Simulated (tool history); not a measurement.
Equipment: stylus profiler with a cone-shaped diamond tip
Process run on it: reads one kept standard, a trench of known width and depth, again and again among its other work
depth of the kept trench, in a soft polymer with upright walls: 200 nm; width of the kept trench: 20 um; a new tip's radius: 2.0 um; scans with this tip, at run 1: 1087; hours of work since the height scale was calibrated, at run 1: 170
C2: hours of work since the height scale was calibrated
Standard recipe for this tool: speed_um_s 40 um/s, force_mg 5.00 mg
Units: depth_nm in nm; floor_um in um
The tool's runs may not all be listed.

run 1 hour=0.0 | speed_um_s=40 force_mg=5.00 | scans_with_this_tip=1087 C2=170 | depth_nm=202.26 floor_um=18.13
run 2 hour=36.1 | speed_um_s=64 force_mg=5.00 | scans_with_this_tip=1181 C2=185 | depth_nm=202.26 floor_um=18.13
run 3 hour=77.8 | speed_um_s=112 force_mg=5.00 | scans_with_this_tip=1289 C2=202 | depth_nm=202.14 floor_um=18.04
run 4 hour=138.9 | speed_um_s=25 force_mg=5.00 | scans_with_this_tip=1448 C2=227 | depth_nm=202.09 floor_um=18.16
run 5 hour=180.3 | speed_um_s=25 force_mg=5.00 | scans_with_this_tip=1556 C2=244 | depth_nm=202.30 floor_um=18.17
run 6 hour=239.6 | speed_um_s=25 force_mg=5.00 | scans_with_this_tip=1710 C2=268 | depth_nm=202.25 floor_um=18.15
run 7 hour=296.2 | speed_um_s=40 force_mg=1.76 | scans_with_this_tip=1857 C2=291 | depth_nm=201.02 floor_um=18.12
run 8 hour=333.6 | speed_um_s=40 force_mg=1.98 | scans_with_this_tip=1954 C2=306 | depth_nm=201.26 floor_um=18.06
run 9 hour=395.8 | speed_um_s=40 force_mg=1.98 | scans_with_this_tip=2115 C2=331 | depth_nm=201.13 floor_um=18.12
run 10 hour=424.7 | speed_um_s=40 force_mg=1.98 | scans_with_this_tip=2191 C2=343 | depth_nm=201.03 floor_um=18.11
run 11 hour=457.5 | speed_um_s=40 force_mg=1.98 | scans_with_this_tip=2276 C2=357 | depth_nm=201.10 floor_um=18.11
run 12 hour=515.6 | speed_um_s=40 force_mg=1.98 | scans_with_this_tip=2427 C2=380 | depth_nm=201.13 floor_um=18.14
run 13 hour=574.8 | speed_um_s=40 force_mg=1.98 | scans_with_this_tip=2581 C2=404 | depth_nm=201.19 floor_um=18.06
run 14 hour=621.3 | speed_um_s=40 force_mg=1.98 | scans_with_this_tip=2702 C2=423 | depth_nm=201.03 floor_um=18.06
run 15 hour=660.7 | speed_um_s=40 force_mg=1.98 | scans_with_this_tip=2804 C2=439 | depth_nm=200.97 floor_um=18.06
run 16 hour=695.0 | speed_um_s=40 force_mg=1.98 | scans_with_this_tip=2893 C2=453 | depth_nm=200.97 floor_um=18.06
run 17 hour=759.2 | speed_um_s=40 force_mg=1.98 | scans_with_this_tip=3060 C2=479 | depth_nm=201.04 floor_um=18.10
run 18 hour=815.8 | speed_um_s=40 force_mg=1.98 | scans_with_this_tip=3207 C2=502 | depth_nm=201.03 floor_um=18.03
run 19 hour=868.0 | speed_um_s=40 force_mg=1.98 | scans_with_this_tip=3343 C2=524 | depth_nm=201.07 floor_um=18.12
run 20 hour=921.4 | speed_um_s=40 force_mg=1.98 | scans_with_this_tip=3482 C2=545 | depth_nm=201.02 floor_um=18.06
run 21 hour=975.1 | speed_um_s=40 force_mg=1.98 | scans_with_this_tip=3621 C2=567 | depth_nm=200.94 floor_um=18.03
run 22 hour=1030.3 | speed_um_s=40 force_mg=1.98 | scans_with_this_tip=3765 C2=590 | depth_nm=200.84 floor_um=18.10
run 23 hour=1082.5 | speed_um_s=40 force_mg=5.00 | scans_with_this_tip=3901 C2=611 | depth_nm=202.08 floor_um=18.09
run 24 hour=1146.2 | speed_um_s=40 force_mg=3.99 | scans_with_this_tip=4066 C2=637 | depth_nm=201.75 floor_um=18.06
run 25 hour=1195.3 | speed_um_s=14 force_mg=2.04 | scans_with_this_tip=4194 C2=657 | depth_nm=201.00 floor_um=18.09
run 26 hour=1261.1 | speed_um_s=115 force_mg=12.50 | scans_with_this_tip=4365 C2=684 | depth_nm=204.20 floor_um=18.03
run 27 hour=1293.2 | speed_um_s=14 force_mg=7.04 | scans_with_this_tip=4448 C2=697 | depth_nm=202.78 floor_um=18.14
run 28 hour=1338.7 | speed_um_s=40 force_mg=4.16 | scans_with_this_tip=4567 C2=715 | depth_nm=201.92 floor_um=18.07
run 29 hour=1377.8 | speed_um_s=40 force_mg=4.16 | scans_with_this_tip=4668 C2=731 | depth_nm=201.80 floor_um=18.03
run 30 hour=1420.6 | speed_um_s=35 force_mg=5.00 | scans_with_this_tip=4780 C2=749 | depth_nm=202.27 floor_um=18.09
run 31 hour=1450.1 | speed_um_s=40 force_mg=8.09 | scans_with_this_tip=4856 C2=761 | depth_nm=202.86 floor_um=18.02
run 32 hour=1477.1 | speed_um_s=20 force_mg=9.29 | scans_with_this_tip=4926 C2=772 | depth_nm=203.46 floor_um=18.05
run 33 hour=1537.8 | speed_um_s=20 force_mg=9.29 | scans_with_this_tip=5084 C2=796 | depth_nm=203.42 floor_um=18.08
run 34 hour=1591.1 | speed_um_s=26 force_mg=2.00 | scans_with_this_tip=5223 C2=818 | depth_nm=200.95 floor_um=18.06
run 35 hour=1632.5 | speed_um_s=83 force_mg=3.15 | scans_with_this_tip=5330 C2=835 | depth_nm=201.54 floor_um=18.00
run 36 hour=1698.8 | speed_um_s=83 force_mg=3.15 | scans_with_this_tip=5503 C2=862 | depth_nm=201.25 floor_um=17.95
run 37 hour=1726.9 | speed_um_s=114 force_mg=6.89 | scans_with_this_tip=5576 C2=873 | depth_nm=202.74 floor_um=17.94
run 38 hour=1784.9 | speed_um_s=114 force_mg=7.76 | scans_with_this_tip=5726 C2=897 | depth_nm=202.68 floor_um=17.95
run 39 hour=1847.7 | speed_um_s=15 force_mg=2.94 | scans_with_this_tip=5890 C2=923 | depth_nm=201.35 floor_um=18.11
run 40 hour=1893.6 | speed_um_s=20 force_mg=8.41 | scans_with_this_tip=6009 C2=941 | depth_nm=203.01 floor_um=18.03
run 41 hour=1953.2 | speed_um_s=20 force_mg=8.41 | scans_with_this_tip=6164 C2=966 | depth_nm=202.90 floor_um=18.07
run 42 hour=1980.0 | speed_um_s=39 force_mg=11.68 | scans_with_this_tip=6234 C2=976 | depth_nm=203.76 floor_um=18.04
run 43 hour=2014.3 | speed_um_s=34 force_mg=2.67 | scans_with_this_tip=6323 C2=990 | depth_nm=201.19 floor_um=18.00
run 44 hour=2056.8 | speed_um_s=33 force_mg=2.17 | scans_with_this_tip=6433 C2=1008 | depth_nm=201.02 floor_um=17.97
run 45 hour=2103.3 | speed_um_s=11 force_mg=2.17 | scans_with_this_tip=6554 C2=1027 | depth_nm=200.96 floor_um=17.99
run 46 hour=2152.7 | speed_um_s=66 force_mg=10.09 | scans_with_this_tip=6683 C2=1047 | depth_nm=203.55 floor_um=18.00

What if the next run were any one of these 5? Each begins from the tool's condition after run 46:
run A hour=2181.1 | speed_um_s=25 force_mg=2.99 | scans_with_this_tip=6756 C2=1058 | depth_nm=? floor_um=?
run B hour=2181.1 | speed_um_s=96 force_mg=2.40 | scans_with_this_tip=6756 C2=1058 | depth_nm=? floor_um=?
run C hour=2181.1 | speed_um_s=63 force_mg=5.16 | scans_with_this_tip=6756 C2=1058 | depth_nm=? floor_um=?
run D hour=2181.1 | speed_um_s=40 force_mg=2.02 | scans_with_this_tip=6756 C2=1058 | depth_nm=? floor_um=?
run E hour=2181.1 | speed_um_s=40 force_mg=3.02 | scans_with_this_tip=6756 C2=1058 | depth_nm=? floor_um=?

run=A depth_nm=201.33 floor_um=18.03
run=B depth_nm=200.94 floor_um=17.88
run=C depth_nm=202.07 floor_um=17.99
run=D depth_nm=200.81 floor_um=18.03
run=E depth_nm=201.23 floor_um=17.97
With the hidden condition removed and each run's random variation left untouched, the same runs would have given:
run=A depth_nm=201.77 floor_um=18.22
run=B depth_nm=201.39 floor_um=18.07
run=C depth_nm=202.52 floor_um=18.18
run=D depth_nm=201.25 floor_um=18.22
run=E depth_nm=201.67 floor_um=18.16
